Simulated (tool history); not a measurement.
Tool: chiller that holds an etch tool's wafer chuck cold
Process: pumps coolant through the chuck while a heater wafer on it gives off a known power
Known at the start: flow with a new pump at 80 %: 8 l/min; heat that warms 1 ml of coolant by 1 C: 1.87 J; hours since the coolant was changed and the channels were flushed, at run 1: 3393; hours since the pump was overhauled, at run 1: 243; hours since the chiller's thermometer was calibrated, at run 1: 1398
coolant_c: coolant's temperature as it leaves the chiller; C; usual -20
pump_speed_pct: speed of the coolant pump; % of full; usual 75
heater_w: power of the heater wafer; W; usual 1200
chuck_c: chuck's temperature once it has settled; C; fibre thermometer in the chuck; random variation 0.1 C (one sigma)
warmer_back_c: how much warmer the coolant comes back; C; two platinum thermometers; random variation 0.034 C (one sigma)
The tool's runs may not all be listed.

run	day	coolant_c	pump_speed_pct	heater_w	hours since the coolant was changed and the channels were flushed	hours since the pump was overhauled	hours since the chiller's thermometer was calibrated	chuck_c	warmer_back_c
1	0.000	-20	75	1200	3393	243	1398	-9.4	5.08
2	2.771	-20	75	1389	3459	309	1464	-7.8	6.07
3	4.721	-20	75	1389	3506	356	1511	-7.9	5.99
4	7.096	-20	75	1389	3563	413	1568	-7.8	6.02
5	8.938	-20	75	1389	3607	457	1612	-7.8	6.00
6	12.204	-20	75	1389	3686	536	1691	-7.8	6.08
7	13.792	-27	75	1389	3724	574	1729	-14.7	6.04
8	16.867	-20	75	1200	3797	648	1803	-9.2	5.24
9	19.508	-20	89	1200	3861	711	1866	-10.9	4.45

Forecast run 10:
10	20.858	-11	89	1200	3893	744	1898	?	?

chuck_c: -1.8 C
warmer_back_c: 4.34 C
Without the tool's hidden state the same run would have given chuck_c -3.1 C, warmer_back_c 4.25 C.

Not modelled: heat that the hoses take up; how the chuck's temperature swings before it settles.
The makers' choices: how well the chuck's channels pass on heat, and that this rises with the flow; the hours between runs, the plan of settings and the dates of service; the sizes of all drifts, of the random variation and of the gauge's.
